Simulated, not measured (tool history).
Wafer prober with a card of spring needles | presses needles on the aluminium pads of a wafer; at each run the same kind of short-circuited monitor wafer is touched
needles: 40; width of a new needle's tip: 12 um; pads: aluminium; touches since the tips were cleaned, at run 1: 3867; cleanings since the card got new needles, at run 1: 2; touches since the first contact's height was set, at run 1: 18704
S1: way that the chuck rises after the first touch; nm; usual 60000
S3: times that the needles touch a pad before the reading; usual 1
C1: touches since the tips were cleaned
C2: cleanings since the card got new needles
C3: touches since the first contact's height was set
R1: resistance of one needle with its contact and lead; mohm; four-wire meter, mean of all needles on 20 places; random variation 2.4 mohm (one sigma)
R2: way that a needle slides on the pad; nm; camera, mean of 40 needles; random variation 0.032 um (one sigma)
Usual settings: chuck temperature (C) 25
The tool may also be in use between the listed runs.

Run 1, hour 0.0: usual settings; C1 3867; C2 2; C3 18704. Result: R1 268 mohm, R2 15430 nm.
At hour 8.6: tips cleaned on abrasive film.
Run 2, hour 10.4: usual settings; C1 582; C2 3; C3 22023. Result: R1 270 mohm, R2 15460 nm.
Run 3, hour 19.8: usual settings; C1 3621; C2 3; C3 25062. Result: R1 268 mohm, R2 15450 nm.
Run 4, hour 24.9: usual settings; C1 5271; C2 3; C3 26712. Result: R1 268 mohm, R2 15470 nm.
At hour 29.1: tips cleaned on abrasive film.
Run 5, hour 31.9: usual settings; C1 882; C2 4; C3 28930. Result: R1 271 mohm, R2 15430 nm.
Run 6, hour 36.9: usual settings but S1 42000 nm; C1 2495; C2 4; C3 30543. Result: R1 275 mohm, R2 10830 nm.
Run 7, hour 47.4: usual settings but S3 3; C1 5877; C2 4; C3 33925. Result: R1 269 mohm, R2 15480 nm.
At hour 49.9: tips cleaned on abrasive film.
Run 8, hour 52.9: usual settings but S3 3; C1 981; C2 5; C3 35692. Result: R1 267 mohm, R2 15460 nm.
Run 9, hour 59.2: usual settings; C1 3006; C2 5; C3 37717. Result: R1 270 mohm, R2 15480 nm.
Run 10, hour 68.9: usual settings; C1 6130; C2 5; C3 40841. Result: R1 268 mohm, R2 15410 nm.
At hour 70.7: tips cleaned on abrasive film.
Run 11, hour 79.9: usual settings but S1 54000 nm, chuck temperature (C) 28; C1 2988; C2 6; C3 44377. Result: R1 269 mohm, R2 13890 nm.
Run 12, hour 86.4: usual settings but S1 54000 nm, chuck temperature (C) 28; C1 5086; C2 6; C3 46475. Result: R1 273 mohm, R2 13870 nm.
At hour 91.2: tips cleaned on abrasive film.
Run 13, hour 93.8: usual settings but chuck temperature (C) 109; C1 836; C2 7; C3 48813. Result: R1 295 mohm, R2 15440 nm.
Run 14, hour 101.2: usual settings but S1 63000 nm, chuck temperature (C) 107; C1 3236; C2 7; C3 51213. Result: R1 294 mohm, R2 16240 nm.
Run 15, hour 106.7: usual settings but S1 63000 nm, chuck temperature (C) 107; C1 4994; C2 7; C3 52971. Result: R1 289 mohm, R2 16230 nm.
At hour 112.0: tips cleaned on abrasive film.
Run 16, hour 116.9: usual settings but S3 2; C1 1560; C2 8; C3 56236. Result: R1 268 mohm, R2 15440 nm.
Run 17, hour 126.3: usual settings but S3 2; C1 4600; C2 8; C3 59276. Result: R1 272 mohm, R2 15450 nm.

Forecast each of these 5 alternatives for the next run:
Run A, hour 131.5: usual settings but chuck temperature (C) 56; C1 6273; C2 8; C3 60949. Result: R1 ?, R2 ?.
Run B, hour 131.5: usual settings but chuck temperature (C) 80, S3 2; C1 6273; C2 8; C3 60949. Result: R1 ?, R2 ?.
Run C, hour 131.5: usual settings but chuck temperature (C) 62; C1 6273; C2 8; C3 60949. Result: R1 ?, R2 ?.
Run D, hour 131.5: usual settings but S1 55000 nm, chuck temperature (C) 61, S3 3; C1 6273; C2 8; C3 60949. Result: R1 ?, R2 ?.
Run E, hour 131.5: usual settings but chuck temperature (C) 44; C1 6273; C2 8; C3 60949. Result: R1 ?, R2 ?.

run   R1     R2
  A  276  15430
  B  286  15410
  C  279  15450
  D  279  14180
  E  274  15470
Without the tool's hidden state the same runs would have given:
run   R1     R2
  A  276  15430
  B  286  15410
  C  279  15450
  D  279  14180
  E  273  15470
